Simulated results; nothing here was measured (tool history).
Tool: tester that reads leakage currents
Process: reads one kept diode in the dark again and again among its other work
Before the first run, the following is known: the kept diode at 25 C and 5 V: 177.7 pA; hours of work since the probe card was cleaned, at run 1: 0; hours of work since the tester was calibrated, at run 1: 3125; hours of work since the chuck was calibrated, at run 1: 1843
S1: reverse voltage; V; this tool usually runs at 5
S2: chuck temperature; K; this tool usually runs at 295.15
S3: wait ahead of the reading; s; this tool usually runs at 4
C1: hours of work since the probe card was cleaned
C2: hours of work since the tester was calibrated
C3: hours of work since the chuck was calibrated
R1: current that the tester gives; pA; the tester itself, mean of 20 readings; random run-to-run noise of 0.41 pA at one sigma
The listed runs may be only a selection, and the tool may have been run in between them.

run,day,S1,S2,S3,C1,C2,C3,R1
1,0,5,295.15,4,0,3125,1843,145.85
# day 2.275: chuck's temperature calibrated
2,7.296,5,295.15,1.45,120,3245,83,157.33
# day 10.875: tester calibrated
3,16.967,5,295.15,1.45,279,101,243,163.02
4,22.946,5,295.15,1.45,379,201,342,164.75
5,28.388,5,295.15,3.48,469,291,433,165.96
6,33.612,5,295.15,3.48,556,378,520,167.35
7,41.15,5,295.15,3.48,681,503,645,169.9
8,46.067,5,295.15,3.48,763,585,727,172.28
# day 51.175: chuck's temperature calibrated, once more
9,52.158,5,295.15,2.73,863,685,16,145.03
10,60.296,5.58,295.15,4,998,820,152,156.98
# day 61.308: probe card cleaned and baked
11,65.992,5.58,295.15,4,78,913,244,144.72
12,73,5.58,295.15,4,194,1029,361,147.21
13,81.821,5.58,295.15,4,341,1176,507,150.34
14,89.233,5,295.15,4,464,1299,631,143.99
15,98.654,5,295.15,4,621,1456,787,147.28
16,104.962,5,330.15,4,726,1561,892,2407.92
17,109.012,5,295.15,4,793,1628,960,150.12
18,118.246,5,295.15,4,947,1782,1113,152.32
# day 122.271: probe card cleaned and baked
19,123.838,5,316.15,4,26,1872,1204,844.31
20,132.879,5,316.15,4,176,2023,1354,847.36
21,138.838,5,316.15,4,275,2122,1453,855.15
22,143.446,2.74,295.15,5.05,352,2198,1530,108.26
23,149.85,2.74,295.15,5.05,459,2305,1636,109.87
24,155.717,2.74,295.15,5.05,556,2402,1734,111.43
# day 164.733: chuck's temperature calibrated
25,165.754,5,311.15,6.59,722,2568,17,547.04
26,170.983,5.12,306.15,1.92,809,2655,104,369.96
27,175.604,5.12,306.15,1.92,885,2732,181,370.73
28,180.267,5.12,295.15,1.16,963,2809,258,150.47
# day 183.312: probe card cleaned and baked
29,186.175,5.12,295.15,1.16,48,2905,354,139.19
30,190.667,7.2,295.15,4.25,122,2980,429,168.29
31,195.833,7.2,315.15,4.25,208,3066,515,920.37
32,201.842,5,295.15,2.78,308,3166,615,143.11
33,206.925,5,307.15,4.75,393,3250,699,402.14
# day 209.629: tester calibrated
34,213.129,14.58,295.15,1.55,494,58,801,268.45
35,222.508,14.58,296.15,9.76,650,214,957,298.22
36,226.833,14.58,296.15,9.76,722,286,1029,300.58
37,235.733,4.9,298.15,4.12,870,434,1177,198.27
38,242.817,15.44,297.15,5.91,988,552,1295,349.03
# day 244.579: probe card cleaned and baked
39,252.412,1.9,313.15,4,130,709,1452,417.46

For some of the steps in R1 from one run to the next: how much would appear even if the tool had no hidden state, given the settings, what came in and random variation, and how much remains for the hidden state plus any gauge scatter that the measured result and the result without hidden state don't share?
What the log doesn't record here: stray current of the dirty probe card, pA a volt; current scale over the true one, %; true chuck temperature over the reading, C; drift of the gauge itself on leakage_pa, %.
Run 15 -> 16: S2 295.15 -> 330.15. R1 +2260.64 pA: hidden state +49.2, all else +2211.44.
Run 16 -> 17: S2 330.15 -> 295.15. R1 -2257.8 pA: hidden state -46, all else -2211.8.
Run 31 -> 32: S1 7.2 -> 5, S2 315.15 -> 295.15, S3 4.25 -> 2.78. R1 -777.26 pA: hidden state -7.35, all else -769.91.
Run 37 -> 38: S1 4.9 -> 15.44, S2 298.15 -> 297.15, S3 4.12 -> 5.91. R1 +150.76 pA: hidden state +37.43, all else +113.33.
